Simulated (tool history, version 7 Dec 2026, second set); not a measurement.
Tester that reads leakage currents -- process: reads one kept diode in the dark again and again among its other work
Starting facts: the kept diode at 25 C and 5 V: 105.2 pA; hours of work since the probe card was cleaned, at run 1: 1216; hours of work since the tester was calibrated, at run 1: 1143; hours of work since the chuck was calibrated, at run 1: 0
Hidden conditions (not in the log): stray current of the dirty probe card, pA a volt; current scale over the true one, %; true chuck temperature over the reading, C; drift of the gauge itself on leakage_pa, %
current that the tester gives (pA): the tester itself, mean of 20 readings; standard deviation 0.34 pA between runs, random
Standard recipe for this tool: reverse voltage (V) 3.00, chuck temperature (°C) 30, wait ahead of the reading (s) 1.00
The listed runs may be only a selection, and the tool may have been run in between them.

run    hour  reverse voltage (V)  chuck temperature (°C)  wait ahead of the reading (s)  hours of work since the probe card was cleaned  hours of work since the tester was calibrated  hours of work since the chuck was calibrated  current that the tester gives (pA)
  1     0.0                 3.00                      30                           1.00                                            1216                                           1143                                             0                              118.66
  2    93.0                 3.00                      21                           1.00                                            1258                                           1186                                            43                               64.39
  3   149.9                 3.00                      21                           1.00                                            1284                                           1212                                            69                               64.45
  4   257.6                 3.00                      21                           1.00                                            1334                                           1261                                           118                               64.49
  5   319.4                 1.91                      30                           1.00                                            1362                                           1289                                           146                               90.95
  6   376.6                 3.00                      45                           1.00                                            1388                                           1315                                           173                              317.15
  7   458.6                 3.00                      45                           1.00                                            1426                                           1353                                           210                              318.12
  8   564.8                 3.00                      45                           1.00                                            1474                                           1402                                           259                              319.30
  9   640.3                 3.00                      45                           1.00                                            1509                                           1436                                           293                              318.39
 10   689.4                 3.00                      45                           1.00                                            1531                                           1459                                           316                              318.73
 11   771.5                 3.00                      45                           1.00                                            1569                                           1496                                           353                              318.91
 12   849.6                 3.00                      45                           1.00                                            1605                                           1532                                           389                              320.80
 13   915.2                 3.00                      45                           1.00                                            1635                                           1562                                           419                              319.12
 14  1013.2                 3.00                      30                           1.00                                            1680                                           1607                                           464                              121.34
 15  1132.2                 3.00                      37                           1.00                                            1734                                           1662                                           519                              194.56
 16  1237.7                 3.00                      30                           1.00                                            1783                                           1710                                           567                              123.48
 17  1321.0                 3.00                      30                           1.00                                            1821                                           1748                                           605                              123.24
 18  1380.3                 3.00                      30                           1.00                                            1848                                           1775                                           632                              123.44
 19  1472.5                 3.00                      37                           1.00                                            1890                                           1817                                           674                              196.69
 20  1533.7                 3.00                      37                           1.00                                            1918                                           1845                                           702                              195.14
 21  1597.0                 3.00                      37                           0.31                                            1947                                           1874                                           732                              195.71
 22  1652.4                 3.00                      37                           0.31                                            1973                                           1900                                           757                              197.47
 23  1729.2                 3.00                      23                           0.31                                            2008                                           1935                                           792                               79.13
 24  1844.4                 3.00                      46                           0.31                                            2060                                           1988                                           845                              348.10
 25  1905.3                 5.08                      46                           2.07                                            2088                                           2016                                           873                              474.76
 26  1962.1                 5.08                      46                           3.03                                            2114                                           2042                                           899                              475.26
 27  2014.3                 5.14                      41                           0.45                                            2138                                           2066                                           923                              349.84
 28  2099.0                 5.14                      46                           0.45                                            2177                                           2104                                           961                              479.56
 29  2184.2                 5.14                      46                           0.45                                            2216                                           2143                                          1000                              479.34
     2194.9  -- probe card cleaned and baked
 30  2298.2                 5.14                      46                           0.45                                              47                                           2194                                          1051                              466.44
 31  2393.6                 3.52                      50                           6.01                                              91                                           2238                                          1095                              482.43
     2442.2  -- tester calibrated
     2486.5  -- chuck's temperature calibrated
 32  2499.2                 6.05                      47                           0.75                                             138                                             25                                             6                              525.31
 33  2569.8                 6.05                      47                           0.75                                             170                                             58                                            38                              528.87
 34  2687.5                 6.05                      47                           0.75                                             224                                            111                                            92                              528.15
 35  2796.3                 5.44                      35                           0.32                                             274                                            161                                           142                              230.87
 36  2851.4                 5.44                      35                           0.32                                             299                                            187                                           167                              230.19
 37  2913.5                 2.08                      32                           3.79                                             327                                            215                                           196                              107.23
 38  2998.0                 3.18                      28                           6.49                                             366                                            254                                           234                              104.11
 39  3083.7                 3.00                      30                           2.89                                             405                                            293                                           274                              116.59
 40  3167.1                 3.00                      30                           2.89                                             443                                            331                                           312                              117.08
 41  3281.2                 3.00                      30                           2.89                                             496                                            383                                           364                              116.77

Predict each of these 3 candidate next runs independently; none follows another, all start after run 41:
  A  3382.3                 3.00                      30                           0.50                                             542                                            430                                           410                                   ?
  B  3382.3                 3.00                      56                           4.38                                             542                                            430                                           410                                   ?
  C  3382.3                 4.09                      40                           1.00                                             542                                            430                                           410                                   ?

run  current that the tester gives (pA)
  A                              117.92
  B                              616.20
  C                              274.01
What these runs would have given with no unlogged condition in the tool:
run  current that the tester gives (pA)
  A                              113.01
  B                              601.23
  C                              264.93
